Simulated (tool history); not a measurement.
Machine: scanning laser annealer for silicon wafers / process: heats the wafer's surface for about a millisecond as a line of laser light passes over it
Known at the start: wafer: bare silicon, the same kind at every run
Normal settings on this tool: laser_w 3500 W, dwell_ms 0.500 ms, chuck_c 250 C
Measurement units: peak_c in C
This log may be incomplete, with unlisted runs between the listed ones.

run,hour,laser_w,dwell_ms,chuck_c,peak_c
1,0.0,3500,0.500,250,957
2,24.8,3500,0.500,250,954
3,42.6,3500,0.500,250,955
4,78.9,3500,0.500,250,952
5,113.9,3500,0.500,250,954
6,135.4,3500,0.500,250,950
7,151.2,3500,0.500,250,948
8,178.8,3500,0.500,264,965
9,201.6,3500,0.500,250,948
10,228.8,3500,0.500,250,950
11,253.9,3500,0.500,222,920
12,289.7,3500,0.500,222,919
13,310.0,3500,0.500,250,945
14,341.0,3500,0.500,250,947
15,357.7,3500,0.500,250,944
16,393.8,3500,0.500,250,944
17,414.6,3500,0.500,250,945
18,443.7,3500,0.500,250,990
19,468.7,3500,0.500,250,988
20,496.4,3500,0.500,250,986
21,526.9,3500,0.500,231,969
22,547.0,3200,0.505,214,870
23,565.6,3701,0.587,215,1067
24,599.8,3500,0.500,234,967
25,626.1,3394,0.575,228,974
26,652.7,3316,0.577,215,940
27,687.3,3316,0.577,215,937
28,719.4,3316,0.577,215,935
29,750.4,3316,0.577,215,934
30,771.7,3474,0.437,254,928
31,790.2,3474,0.437,254,928
32,824.5,3318,0.608,247,982
33,844.2,3163,0.422,250,835
34,861.4,3500,0.583,250,1020
35,891.9,3500,0.358,211,825
36,918.7,3500,0.358,211,827
37,948.1,3500,0.358,211,827
38,976.1,3500,0.447,282,965
39,991.6,3500,0.447,282,961
40,1014.6,3500,0.500,289,1002
41,1037.4,3460,0.500,247,951

Put back what was entered between runs (3 entries, withheld): which listed runs does each sit between, and how does the hidden state differ from the listed run before to the listed run after?
Between runs 17 and 18: laser's power meter calibrated (hour 421.0); window over the wafer cleaned (hour 431.2)
  light that passes the window, % of a clean one's: 94.88 -> 99.64; laser's true power over the reading, %: 0.46 -> 0.59; width of the line over the set one, %: 1.67 -> 1.7
  difference, measured minus the result without the unlogged condition, peak_c: -55 -> -9 C
Between runs 24 and 25: laser's power meter calibrated, once more (hour 621.1)
  light that passes the window, % of a clean one's: 99.17 -> 99.1; laser's true power over the reading, %: 0.64 -> 0.03; width of the line over the set one, %: 1.87 -> 1.9
  difference, measured minus the result without the unlogged condition, peak_c: -14 -> -20 C
